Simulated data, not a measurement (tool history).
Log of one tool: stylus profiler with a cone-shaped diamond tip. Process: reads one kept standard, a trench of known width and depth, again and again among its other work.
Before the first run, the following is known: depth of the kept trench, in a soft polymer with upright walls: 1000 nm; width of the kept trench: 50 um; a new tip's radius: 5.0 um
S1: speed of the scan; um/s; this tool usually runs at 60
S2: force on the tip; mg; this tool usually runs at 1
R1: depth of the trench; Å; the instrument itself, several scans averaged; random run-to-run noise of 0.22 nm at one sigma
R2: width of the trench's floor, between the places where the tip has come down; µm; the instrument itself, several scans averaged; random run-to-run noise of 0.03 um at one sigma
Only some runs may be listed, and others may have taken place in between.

run,hour,S1,S2,R1,R2
1,0,60,1,10033.1,43.44
2,8.5,60,1,10034.9,43.39
3,22.8,60,1,10032.6,43.43
4,35,141,1,10033,42.61
5,44.7,141,1,10029.3,42.57
6,57.9,141,1,10032,42.57
7,72.3,141,1,10033.9,42.55
8,84.2,141,1,10027.8,42.55
9,94.5,17,1,10028.5,43.86
10,101.6,21,1,10034.2,43.77
11,115.4,233,1,10031.2,41.63
12,129.6,60,1,10030,43.44
13,141.6,60,1,10031.3,43.4
14,157.7,170,1,10030.6,42.29
15,171.1,170,1,10032.1,42.29
16,180.8,170,1,10030.2,42.3
17,187.9,60,1,10030,43.42
18,201.4,60,0.98,10032.2,43.4
19,215.3,60,1.75,10044.1,43.55
20,222.3,60,0.63,10024.3,43.21
21,235.3,60,0.63,10020.3,43.26
22,250.2,116,0.63,10022.6,42.49
23,258.5,116,0.63,10028.9,42.49
24,274.9,61,1,10031.5,43.39
25,285.8,19,1.71,10043.3,43.86
26,301.2,153,0.49,10021.4,41.77
27,309.3,60,0.7,10025.1,43.29
28,318.7,60,0.39,10020.2,42.99
29,332.9,60,2.38,10061.2,43.62
30,340.3,237,0.85,10031.2,41.41
31,350.3,51,0.85,10027.8,43.43
32,364.2,51,0.85,10025.3,43.41
33,376.9,119,0.85,10028.7,42.7
34,385.5,78,0.97,10030.5,43.23
35,394.1,27,1.86,10045.5,43.84
36,403.8,27,1.86,10045.6,43.85
37,417.1,147,0.44,10014,41.75
38,426.9,147,0.44,10018.3,41.76
39,436.1,81,0.44,10019,42.76
40,451.4,81,0.44,10018.8,42.75
41,464.1,53,0.88,10030.4,43.46
42,478.5,53,0.88,10028.7,43.44
43,494.3,22,0.43,10018.5,43.64
44,507.6,64,0.85,10029.5,43.24
45,516.5,101,0.36,10019.3,42.33
46,530.4,128,1.6,10043.9,42.96
47,546.1,120,0.82,10027,42.63

3 ways to go on from here, each from the tool as it stands after run 47. What would each give?
A,555.2,28,0.36,?,?
B,555.2,24,0.91,?,?
C,555.2,99,1,?,?

run,R1,R2
A,10018.7,43.51
B,10029.7,43.8
C,10032.1,43.01
Had the tool no hidden state, the same runs would have come out as:
run,R1,R2
A,10018.7,43.51
B,10029.7,43.8
C,10032.2,43.02
